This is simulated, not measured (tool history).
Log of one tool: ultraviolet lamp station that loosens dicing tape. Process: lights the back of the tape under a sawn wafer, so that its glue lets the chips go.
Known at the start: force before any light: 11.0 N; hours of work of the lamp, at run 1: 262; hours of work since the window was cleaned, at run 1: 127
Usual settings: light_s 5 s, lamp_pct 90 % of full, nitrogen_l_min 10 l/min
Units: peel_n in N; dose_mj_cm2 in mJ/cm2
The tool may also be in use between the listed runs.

run	hour	light_s	lamp_pct	nitrogen_l_min	hours of work of the lamp	hours of work since the window was cleaned	peel_n	dose_mj_cm2
1	0	5	90	10	262	127	0.49	476
2	28.4	5	90	10	274	138	0.532	480
3	64	5	90	10	288	153	0.534	473
4	92.2	5	90	10	300	164	0.528	464
5	126.9	5	90	10	314	179	0.528	467
6	164.3	4	90	10	329	194	0.883	368
7	182.6	5	90	18	337	201	0.375	455
8	212.1	5	90	18	349	213	0.392	453
9	230.9	5	90	18	356	221	0.377	452
10	247	5	90	18	363	227	0.398	444
11	270.1	5	90	18	372	237	0.419	439
12	300.4	5	90	18	385	249	0.415	443
13	335.8	5	90	10	399	264	0.616	440
14	370.7	3	75	7	413	278	2.894	214
15	388.1	2	90	11	420	285	3.134	173
16	414.1	2	60	11	431	295	4.693	111
17	436.9	4	78	13	440	305	1.128	295
# hour 439.8: window cleaned of glue's vapour
18	461.9	5	85	15	450	9	0.617	384
19	488.2	5	96	10	461	20	0.651	425
20	510.7	7	62	14	470	29	0.624	380
21	547.9	7	62	14	485	44	0.632	379
# hour 567.7: window cleaned of glue's vapour, once more
22	575.6	5	85	10	496	3	0.69	413
23	607.5	5	85	10	509	16	0.708	412
24	631.4	5	85	10	519	26	0.727	404
25	649.6	5	73	6	526	33	1.43	351

4 ways to go on from here, each from the tool as it stands after run 25. What would each give?
A	667.2	5	84	6	534	41	?	?
B	667.2	5	75	5	534	41	?	?
C	667.2	3	92	6	534	41	?	?
D	667.2	3	79	10	534	41	?	?

run	peel_n	dose_mj_cm2
A	1.186	396
B	1.689	352
C	2.298	259
D	2.15	226
Without the tool's hidden state the same runs would have given:
run	peel_n	dose_mj_cm2
A	0.672	520
B	1.002	463
C	1.478	341
D	1.354	296
